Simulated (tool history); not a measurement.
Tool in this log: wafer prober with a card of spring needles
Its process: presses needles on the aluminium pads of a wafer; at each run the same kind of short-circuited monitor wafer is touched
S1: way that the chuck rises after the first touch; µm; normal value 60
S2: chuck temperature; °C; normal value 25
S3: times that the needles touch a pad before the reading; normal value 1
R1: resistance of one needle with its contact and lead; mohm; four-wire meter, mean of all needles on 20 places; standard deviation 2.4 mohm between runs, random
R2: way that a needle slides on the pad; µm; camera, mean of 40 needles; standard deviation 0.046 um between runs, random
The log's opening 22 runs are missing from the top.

{"hour": 193.3, "done": "tips cleaned on abrasive film"}
{"run": 23, "hour": 193.6, "S1": 59, "S2": 32, "S3": 2, "R1": 270, "R2": 12.04}
{"run": 24, "hour": 200.9, "S1": 50, "S2": 28, "S3": 2, "R1": 274, "R2": 10.17}
{"hour": 208.4, "done": "tips cleaned on abrasive film"}
{"run": 25, "hour": 209.8, "S1": 78, "S2": 31, "S3": 1, "R1": 266, "R2": 15.99}
{"run": 26, "hour": 221.2, "S1": 73, "S2": 83, "S3": 1, "R1": 282, "R2": 14.86}
{"hour": 223.6, "done": "tips cleaned on abrasive film"}
{"run": 27, "hour": 231.6, "S1": 73, "S2": 83, "S3": 1, "R1": 281, "R2": 15.0}
{"run": 28, "hour": 236.7, "S1": 73, "S2": 83, "S3": 1, "R1": 279, "R2": 14.97}
{"hour": 238.5, "done": "tips cleaned on abrasive film"}
{"run": 29, "hour": 246.4, "S1": 70, "S2": 31, "S3": 2, "R1": 267, "R2": 14.32}
{"hour": 253.5, "done": "tips cleaned on abrasive film"}
{"run": 30, "hour": 257.0, "S1": 60, "S2": 25, "S3": 1, "R1": 266, "R2": 12.26}
{"run": 31, "hour": 264.3, "S1": 74, "S2": 25, "S3": 1, "R1": 265, "R2": 15.15}
{"hour": 269.0, "done": "tips cleaned on abrasive film"}
{"run": 32, "hour": 270.3, "S1": 74, "S2": 25, "S3": 1, "R1": 264, "R2": 15.03}
{"run": 33, "hour": 279.9, "S1": 55, "S2": 54, "S3": 1, "R1": 280, "R2": 11.28}

Branching from run 33: 5 alternative next runs. What would each branch give?
{"hour": 284.1, "done": "tips cleaned on abrasive film"}
{"run": "A", "hour": 290.0, "S1": 53, "S2": 39, "S3": 1, "R1": "?", "R2": "?"}
{"hour": 284.1, "done": "tips cleaned on abrasive film"}
{"run": "B", "hour": 290.0, "S1": 62, "S2": 27, "S3": 1, "R1": "?", "R2": "?"}
{"hour": 284.1, "done": "tips cleaned on abrasive film"}
{"run": "C", "hour": 290.0, "S1": 74, "S2": 34, "S3": 1, "R1": "?", "R2": "?"}
{"hour": 284.1, "done": "tips cleaned on abrasive film"}
{"run": "D", "hour": 290.0, "S1": 80, "S2": 119, "S3": 3, "R1": "?", "R2": "?"}
{"hour": 284.1, "done": "tips cleaned on abrasive film"}
{"run": "E", "hour": 290.0, "S1": 55, "S2": 25, "S3": 1, "R1": "?", "R2": "?"}

run=A R1=274 R2=10.80
run=B R1=268 R2=12.69
run=C R1=267 R2=15.14
run=D R1=292 R2=16.30
run=E R1=267 R2=11.23
With the hidden condition removed and each run's random variation left untouched, the same runs would have given:
run=A R1=274 R2=10.80
run=B R1=267 R2=12.69
run=C R1=267 R2=15.14
run=D R1=292 R2=16.30
run=E R1=267 R2=11.23
